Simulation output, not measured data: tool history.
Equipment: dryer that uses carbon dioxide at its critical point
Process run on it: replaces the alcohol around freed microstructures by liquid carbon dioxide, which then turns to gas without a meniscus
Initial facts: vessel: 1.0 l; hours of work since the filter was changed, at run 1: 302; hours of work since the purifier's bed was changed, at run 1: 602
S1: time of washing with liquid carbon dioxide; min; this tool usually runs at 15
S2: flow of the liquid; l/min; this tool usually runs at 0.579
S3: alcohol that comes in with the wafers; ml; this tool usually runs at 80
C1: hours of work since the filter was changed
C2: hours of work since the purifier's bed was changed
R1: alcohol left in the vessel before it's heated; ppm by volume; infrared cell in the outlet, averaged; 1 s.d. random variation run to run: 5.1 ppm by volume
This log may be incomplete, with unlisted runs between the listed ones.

run    hour  S1     S2   S3   C1   C2   R1
  1       0  15  0.579   80  302  602  190
  2    46.7  16  0.579   80  328  628  151
       73.7  -- inlet filter changed
  3    95.4  16  0.579   80   12  654  123
  4   122.6  16  0.579   80   27  669  129
  5   145.5  18  0.579   80   40  682  103
  6     168  15  0.579   39   52  694  124
  7   194.8  15  0.437   80   67  709  438
  8   232.1  15  0.579   95   87  730  173
  9   256.9  15  0.842   80  101  743  115
 10   278.4  15  0.842   80  113  755  115
      310.4  -- purifier's bed changed
 11   311.3  15  0.842   38  129    1    0
 12   347.6  15  0.579   53  149   21   49
 13   393.5  11  0.579   80  175   46  495
 14   423.9  18  0.579   80  192   63   25
 15   449.2  18  0.579   80  206   77   31
 16   469.4  11  0.579   80  217   88  523
 17   510.5  11  0.579   80  239  110  548
 18   558.7  11  0.579   80  266  137  561
 19   579.5  18  0.405   48  277  149  193
 20   624.8  22  0.497  119  303  174   62
 21   664.1  22  0.497  119  324  195   60
 22   693.6  19  0.579   44  340  211   53
      699.7  -- inlet filter changed
 23   736.8  23   0.65   80   20  235   39
 24     757  23   0.65   80   32  246   39
 25   796.1  18  0.579   33   53  267   48
 26   823.4  20  0.649  112   68  283   56
 27   865.5  20  0.649  112   92  306   55
 28   903.1  13  0.579   80  112  327  227
 29   926.8  13  0.579   80  125  340  222
 30   974.8  13  0.566   43  152  366  171
 31  1016.8  18  0.733   52  175  389   62
 32  1043.6  15  0.733   52  190  404   80
 33  1067.9  21  0.563   80  203  417   83
 34  1104.1  21  0.853   72  223  437   74
 35  1139.3  21  0.853   72  243  457   76

Branching from run 35: 4 alternative next runs. What would each branch give?
  A  1177.2  17  0.514  59  264  478   ?
  B  1177.2  15  0.922  80  264  478   ?
  C  1177.2  12  0.722  40  264  478   ?
  D  1177.2  22   0.54  58  264  478   ?

run   R1
  A  142
  B   79
  C  131
  D   82
Had the tool no hidden state, the same runs would have come out as:
run  R1
  A  41
  B   8
  C  38
  D   9
